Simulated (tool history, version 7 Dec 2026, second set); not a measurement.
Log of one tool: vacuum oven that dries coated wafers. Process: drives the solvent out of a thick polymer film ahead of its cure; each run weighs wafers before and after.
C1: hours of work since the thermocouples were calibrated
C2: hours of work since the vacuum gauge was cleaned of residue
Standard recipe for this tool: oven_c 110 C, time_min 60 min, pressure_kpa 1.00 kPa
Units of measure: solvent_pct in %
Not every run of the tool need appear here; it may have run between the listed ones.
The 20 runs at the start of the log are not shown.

{"run": 21, "day": 27.996, "oven_c": 112, "time_min": 60, "pressure_kpa": 1.0, "C1": 37, "C2": 206, "solvent_pct": 1.051}
{"run": 22, "day": 29.738, "oven_c": 110, "time_min": 34, "pressure_kpa": 0.86, "C1": 69, "C2": 239, "solvent_pct": 2.948}
{"run": 23, "day": 31.575, "oven_c": 96, "time_min": 61, "pressure_kpa": 1.68, "C1": 103, "C2": 272, "solvent_pct": 3.899}
{"run": 24, "day": 32.404, "oven_c": 111, "time_min": 40, "pressure_kpa": 1.77, "C1": 118, "C2": 288, "solvent_pct": 2.586}
{"run": 25, "day": 33.312, "oven_c": 101, "time_min": 70, "pressure_kpa": 1.77, "C1": 135, "C2": 304, "solvent_pct": 2.505}
{"run": 26, "day": 34.121, "oven_c": 105, "time_min": 53, "pressure_kpa": 1.0, "C1": 150, "C2": 319, "solvent_pct": 2.189}
{"run": 27, "day": 35.983, "oven_c": 105, "time_min": 53, "pressure_kpa": 1.0, "C1": 184, "C2": 353, "solvent_pct": 2.173}
{"run": 28, "day": 37.279, "oven_c": 105, "time_min": 53, "pressure_kpa": 1.0, "C1": 208, "C2": 377, "solvent_pct": 2.188}
{"run": 29, "day": 38.233, "oven_c": 105, "time_min": 53, "pressure_kpa": 1.0, "C1": 225, "C2": 395, "solvent_pct": 2.177}
{"run": 30, "day": 40.108, "oven_c": 105, "time_min": 53, "pressure_kpa": 1.0, "C1": 260, "C2": 429, "solvent_pct": 2.174}
{"run": 31, "day": 40.879, "oven_c": 98, "time_min": 80, "pressure_kpa": 2.26, "C1": 274, "C2": 443, "solvent_pct": 3.014}
{"run": 32, "day": 42.475, "oven_c": 98, "time_min": 80, "pressure_kpa": 0.82, "C1": 303, "C2": 473, "solvent_pct": 1.861}
{"run": 33, "day": 43.321, "oven_c": 106, "time_min": 54, "pressure_kpa": 1.2, "C1": 319, "C2": 488, "solvent_pct": 2.07}
{"run": 34, "day": 45.208, "oven_c": 106, "time_min": 54, "pressure_kpa": 1.2, "C1": 353, "C2": 523, "solvent_pct": 2.07}
{"run": 35, "day": 46.879, "oven_c": 120, "time_min": 42, "pressure_kpa": 1.0, "C1": 384, "C2": 554, "solvent_pct": 0.964}
{"run": 36, "day": 48.246, "oven_c": 104, "time_min": 60, "pressure_kpa": 1.96, "C1": 409, "C2": 579, "solvent_pct": 2.521}
{"run": 37, "day": 49.267, "oven_c": 124, "time_min": 54, "pressure_kpa": 1.25, "C1": 428, "C2": 598, "solvent_pct": 0.566}
{"run": 38, "day": 51.129, "oven_c": 115, "time_min": 36, "pressure_kpa": 1.14, "C1": 462, "C2": 632, "solvent_pct": 1.955}
{"run": 39, "day": 51.942, "oven_c": 108, "time_min": 87, "pressure_kpa": 0.54, "C1": 477, "C2": 647, "solvent_pct": 0.571}
{"run": 40, "day": 52.804, "oven_c": 108, "time_min": 39, "pressure_kpa": 2.04, "C1": 493, "C2": 662, "solvent_pct": 3.263}
{"run": 41, "day": 54.438, "oven_c": 108, "time_min": 39, "pressure_kpa": 2.04, "C1": 523, "C2": 693, "solvent_pct": 3.249}
{"run": 42, "day": 56.029, "oven_c": 108, "time_min": 39, "pressure_kpa": 2.04, "C1": 552, "C2": 722, "solvent_pct": 3.248}

Branching from run 42: 5 alternative next runs. What would each branch give?
{"run": "A", "day": 57.312, "oven_c": 115, "time_min": 39, "pressure_kpa": 0.7, "C1": 576, "C2": 745, "solvent_pct": "?"}
{"run": "B", "day": 57.312, "oven_c": 113, "time_min": 58, "pressure_kpa": 0.97, "C1": 576, "C2": 745, "solvent_pct": "?"}
{"run": "C", "day": 57.312, "oven_c": 98, "time_min": 96, "pressure_kpa": 2.34, "C1": 576, "C2": 745, "solvent_pct": "?"}
{"run": "D", "day": 57.312, "oven_c": 108, "time_min": 66, "pressure_kpa": 2.04, "C1": 576, "C2": 745, "solvent_pct": "?"}
{"run": "E", "day": 57.312, "oven_c": 117, "time_min": 39, "pressure_kpa": 1.98, "C1": 576, "C2": 745, "solvent_pct": "?"}

run=A solvent_pct=1.499
run=B solvent_pct=0.970
run=C solvent_pct=2.612
run=D solvent_pct=1.777
run=E solvent_pct=1.785
With the hidden condition removed and each run's random variation left untouched, the same runs would have given:
run=A solvent_pct=1.610
run=B solvent_pct=1.017
run=C solvent_pct=2.713
run=D solvent_pct=1.858
run=E solvent_pct=1.898

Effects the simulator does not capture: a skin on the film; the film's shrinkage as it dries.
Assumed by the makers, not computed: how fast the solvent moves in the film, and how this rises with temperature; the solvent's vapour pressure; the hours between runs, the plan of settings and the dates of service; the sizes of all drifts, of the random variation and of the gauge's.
